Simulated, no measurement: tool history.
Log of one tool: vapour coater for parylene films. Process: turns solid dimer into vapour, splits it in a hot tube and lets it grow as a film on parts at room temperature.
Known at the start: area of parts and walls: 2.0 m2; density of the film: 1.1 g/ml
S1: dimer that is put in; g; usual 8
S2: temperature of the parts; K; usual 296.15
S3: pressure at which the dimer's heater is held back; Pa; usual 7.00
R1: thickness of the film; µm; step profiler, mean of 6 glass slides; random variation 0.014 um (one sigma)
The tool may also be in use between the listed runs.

run    day  S1      S2    S3    R1
  1  0.000   8  296.15  7.00  1.56
  2  0.533   8  296.15  7.00  1.56
  3  1.121   8  296.15  7.00  1.58
  4  1.550   8  296.15  7.00  1.58
  5  2.129   8  296.15  7.00  1.58
  6  2.421   8  296.15  5.99  1.61
  7  2.854   8  296.15  5.99  1.59
  8  3.362   6  296.15  5.99  1.18
  9  3.667   6  296.15  2.37  1.40
 10  3.967   6  301.15  2.37  1.11
 11  4.262   6  301.15  2.37  1.11
 12  4.767   8  296.15  8.53  1.49
 13  5.283   9  294.15  7.00  1.87
 14  5.554   9  294.15  7.00  1.85
 15  6.025   4  296.15  8.11  0.73
     6.217  -- trap's valve overhauled
 16  6.467  10  289.15  4.17  2.66
 17  6.817  10  289.15  4.17  2.67
 18  7.192  10  289.15  4.17  2.63
 19  7.546  10  293.15  6.27  2.10
 20  8.083  11  295.15  3.67  2.30
 21  8.367   6  301.15  6.82  0.89
 22  8.696   6  296.15  7.00  1.08
 23  9.117   6  308.15  7.00  0.68

Forecast each of these 3 alternatives for the next run:
     9.721  -- trap's valve overhauled, once more
  A  9.871  14  295.15  2.20   ?
     9.721  -- trap's valve overhauled, once more
  B  9.871   9  288.15  7.00   ?
     9.721  -- trap's valve overhauled, once more
  C  9.871   3  296.15  7.00   ?

run    R1
  A  3.86
  B  2.71
  C  0.66
Without the tool's hidden state the same runs would have given:
run    R1
  A  3.85
  B  2.70
  C  0.66
